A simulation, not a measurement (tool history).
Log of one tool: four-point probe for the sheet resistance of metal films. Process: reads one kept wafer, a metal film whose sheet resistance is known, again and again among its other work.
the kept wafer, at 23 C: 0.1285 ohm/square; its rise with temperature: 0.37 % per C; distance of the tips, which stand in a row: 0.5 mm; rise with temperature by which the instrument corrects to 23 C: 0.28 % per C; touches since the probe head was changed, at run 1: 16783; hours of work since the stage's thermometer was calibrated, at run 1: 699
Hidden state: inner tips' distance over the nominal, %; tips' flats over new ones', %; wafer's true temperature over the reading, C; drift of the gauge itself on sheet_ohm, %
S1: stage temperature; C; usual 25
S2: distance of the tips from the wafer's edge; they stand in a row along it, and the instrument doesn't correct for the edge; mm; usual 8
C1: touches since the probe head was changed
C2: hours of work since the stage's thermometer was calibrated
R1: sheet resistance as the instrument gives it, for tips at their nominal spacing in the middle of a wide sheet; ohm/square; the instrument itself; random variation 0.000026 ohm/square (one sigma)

run,hour,S1,S2,C1,C2,R1
1,0.0,25,8,16783,699,0.129047
2,84.8,25,8,19386,744,0.128946
3,161.4,25,8,21738,785,0.129026
4,244.8,31,8,24295,830,0.129642
5,321.8,26,8,26659,871,0.129145
6,383.8,26,8,28563,904,0.129131
7,447.4,26,8,30513,938,0.129088
8,502.1,26,12,32192,967,0.128960
9,580.8,30,8,34607,1009,0.129533
10,656.9,30,8,36942,1050,0.129566
11,719.1,30,8,38852,1083,0.129520
12,791.8,25,8,41082,1122,0.128961
13,867.4,22,8,43404,1162,0.128696
14,912.9,21,8,44800,1187,0.128579
15,950.7,21,8,45960,1207,0.128538
16,988.7,21,8,47126,1227,0.128547
17,1055.3,21,8,49170,1263,0.128550
18,1137.5,21,18,51692,1307,0.128327
19,1177.7,25,43,52925,1328,0.128765
20,1250.9,25,23,55173,1367,0.128770
21,1321.9,25,23,57353,1405,0.128780
22,1373.2,25,23,58925,1433,0.128740
# hour 1435.2: new probe head fitted
23,1458.2,25,8,704,1478,0.129003
24,1502.2,18,53,2055,1501,0.127897
25,1552.5,35,7,3598,1528,0.130177
26,1603.6,35,7,5169,1555,0.130177
27,1670.6,24,23,7223,1591,0.128624
28,1746.9,33,11,9564,1632,0.129770
29,1805.2,21,72,11354,1663,0.128308
30,1846.9,24,33,12635,1685,0.128613
31,1890.6,19,17,13975,1709,0.128105
# hour 1902.3: stage's thermometer calibrated
32,1936.2,25,64,15360,18,0.128738
33,1978.7,33,5,16665,41,0.130331
34,2023.1,33,5,18027,65,0.130337
35,2082.3,24,61,19842,96,0.128569
36,2135.9,24,61,21487,125,0.128633
37,2204.8,20,21,23603,162,0.128246
38,2271.1,22,72,25637,197,0.128410
39,2331.2,30,14,27481,229,0.129415
40,2378.3,27,12,28927,254,0.129063
41,2425.5,27,12,30377,280,0.129064

The next listed run, before its measurement:
42,2509.5,27,12,32954,324,?

R1: 0.129050 ohm/square
Without the tool's hidden state the same run would have given R1 0.129045 ohm/square.
